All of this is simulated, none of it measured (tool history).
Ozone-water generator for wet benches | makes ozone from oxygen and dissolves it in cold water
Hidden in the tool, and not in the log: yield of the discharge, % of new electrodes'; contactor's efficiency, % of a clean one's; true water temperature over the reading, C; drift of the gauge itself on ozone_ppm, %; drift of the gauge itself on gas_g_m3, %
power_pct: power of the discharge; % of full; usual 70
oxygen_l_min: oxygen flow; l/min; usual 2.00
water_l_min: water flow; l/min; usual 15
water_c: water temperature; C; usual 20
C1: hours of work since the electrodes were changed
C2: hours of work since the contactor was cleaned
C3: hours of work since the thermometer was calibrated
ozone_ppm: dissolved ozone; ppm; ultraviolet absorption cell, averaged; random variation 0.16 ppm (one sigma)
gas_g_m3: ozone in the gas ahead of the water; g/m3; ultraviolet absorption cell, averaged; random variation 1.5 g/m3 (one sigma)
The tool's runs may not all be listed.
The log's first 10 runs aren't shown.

run 11 hour=903.5 | power_pct=70 oxygen_l_min=2.00 water_l_min=15 water_c=20 | C1=4182 C2=6947 C3=2181 | ozone_ppm=20.1 gas_g_m3=276.4
run 12 hour=1041.4 | power_pct=70 oxygen_l_min=2.00 water_l_min=15 water_c=20 | C1=4289 C2=7054 C3=2287 | ozone_ppm=20.2 gas_g_m3=274.4
run 13 hour=1155.2 | power_pct=70 oxygen_l_min=2.00 water_l_min=9 water_c=20 | C1=4377 C2=7142 C3=2376 | ozone_ppm=30.8 gas_g_m3=273.7
run 14 hour=1222.4 | power_pct=70 oxygen_l_min=2.00 water_l_min=9 water_c=20 | C1=4429 C2=7194 C3=2428 | ozone_ppm=31.0 gas_g_m3=277.8
run 15 hour=1353.5 | power_pct=70 oxygen_l_min=2.00 water_l_min=9 water_c=20 | C1=4531 C2=7296 C3=2529 | ozone_ppm=30.6 gas_g_m3=276.4
run 16 hour=1470.3 | power_pct=70 oxygen_l_min=2.00 water_l_min=9 water_c=20 | C1=4621 C2=7386 C3=2619 | ozone_ppm=30.1 gas_g_m3=272.1
run 17 hour=1604.3 | power_pct=70 oxygen_l_min=2.03 water_l_min=15 water_c=20 | C1=4725 C2=7490 C3=2723 | ozone_ppm=20.0 gas_g_m3=271.0
run 18 hour=1723.6 | power_pct=70 oxygen_l_min=1.54 water_l_min=9 water_c=14 | C1=4817 C2=7582 C3=2815 | ozone_ppm=33.4 gas_g_m3=325.5
run 19 hour=1880.9 | power_pct=70 oxygen_l_min=1.82 water_l_min=24 water_c=27 | C1=4939 C2=7704 C3=2937 | ozone_ppm=11.9 gas_g_m3=292.8
run 20 hour=2018.5 | power_pct=70 oxygen_l_min=1.65 water_l_min=14 water_c=25 | C1=5045 C2=7810 C3=3044 | ozone_ppm=20.2 gas_g_m3=309.7
run 21 hour=2157.8 | power_pct=70 oxygen_l_min=2.00 water_l_min=17 water_c=20 | C1=5153 C2=7918 C3=3151 | ozone_ppm=17.9 gas_g_m3=274.4
run 22 hour=2232.1 | power_pct=88 oxygen_l_min=1.83 water_l_min=16 water_c=18 | C1=5211 C2=7976 C3=3209 | ozone_ppm=23.2 gas_g_m3=347.1
-- hour=2290.7 water thermometer calibrated
run 23 hour=2317.1 | power_pct=70 oxygen_l_min=2.00 water_l_min=17 water_c=17 | C1=5276 C2=8041 C3=20 | ozone_ppm=18.3 gas_g_m3=274.8
run 24 hour=2419.1 | power_pct=58 oxygen_l_min=1.52 water_l_min=17 water_c=18 | C1=5355 C2=8120 C3=99 | ozone_ppm=15.1 gas_g_m3=277.4
-- hour=2523.6 contactor cleaned
run 25 hour=2564.4 | power_pct=59 oxygen_l_min=1.59 water_l_min=20 water_c=15 | C1=5464 C2=32 C3=209 | ozone_ppm=13.3 gas_g_m3=276.9
run 26 hour=2716.2 | power_pct=70 oxygen_l_min=1.03 water_l_min=15 water_c=19 | C1=5582 C2=149 C3=326 | ozone_ppm=18.8 gas_g_m3=420.2
run 27 hour=2799.4 | power_pct=70 oxygen_l_min=1.10 water_l_min=15 water_c=12 | C1=5646 C2=213 C3=391 | ozone_ppm=19.9 gas_g_m3=400.0
run 28 hour=2917.5 | power_pct=70 oxygen_l_min=1.10 water_l_min=15 water_c=12 | C1=5738 C2=305 C3=482 | ozone_ppm=19.9 gas_g_m3=400.9
run 29 hour=3071.7 | power_pct=70 oxygen_l_min=2.00 water_l_min=15 water_c=19 | C1=5857 C2=424 C3=601 | ozone_ppm=20.3 gas_g_m3=269.6
run 30 hour=3168.4 | power_pct=70 oxygen_l_min=2.00 water_l_min=15 water_c=19 | C1=5932 C2=499 C3=676 | ozone_ppm=20.4 gas_g_m3=269.7
run 31 hour=3257.1 | power_pct=76 oxygen_l_min=2.00 water_l_min=12 water_c=26 | C1=6000 C2=568 C3=745 | ozone_ppm=24.2 gas_g_m3=290.8
run 32 hour=3371.7 | power_pct=76 oxygen_l_min=2.76 water_l_min=12 water_c=16 | C1=6089 C2=656 C3=834 | ozone_ppm=26.9 gas_g_m3=235.5
run 33 hour=3476.1 | power_pct=55 oxygen_l_min=2.00 water_l_min=15 water_c=21 | C1=6170 C2=737 C3=914 | ozone_ppm=16.6 gas_g_m3=223.7
run 34 hour=3623.9 | power_pct=55 oxygen_l_min=1.24 water_l_min=15 water_c=21 | C1=6284 C2=852 C3=1029 | ozone_ppm=15.7 gas_g_m3=304.7

3 ways to go on from here, each from the tool as it stands after run 34. What would each give?
run A hour=3775.2 | power_pct=49 oxygen_l_min=2.00 water_l_min=12 water_c=12 | C1=6401 C2=969 C3=1146 | ozone_ppm=? gas_g_m3=?
run B hour=3775.2 | power_pct=63 oxygen_l_min=2.00 water_l_min=15 water_c=20 | C1=6401 C2=969 C3=1146 | ozone_ppm=? gas_g_m3=?
run C hour=3775.2 | power_pct=98 oxygen_l_min=1.11 water_l_min=15 water_c=21 | C1=6401 C2=969 C3=1146 | ozone_ppm=? gas_g_m3=?

run=A ozone_ppm=19.9 gas_g_m3=202.5
run=B ozone_ppm=18.5 gas_g_m3=247.8
run=C ozone_ppm=25.0 gas_g_m3=519.0
Without the tool's hidden state the same runs would have given:
run=A ozone_ppm=19.9 gas_g_m3=207.8
run=B ozone_ppm=18.6 gas_g_m3=254.4
run=C ozone_ppm=25.1 gas_g_m3=533.1

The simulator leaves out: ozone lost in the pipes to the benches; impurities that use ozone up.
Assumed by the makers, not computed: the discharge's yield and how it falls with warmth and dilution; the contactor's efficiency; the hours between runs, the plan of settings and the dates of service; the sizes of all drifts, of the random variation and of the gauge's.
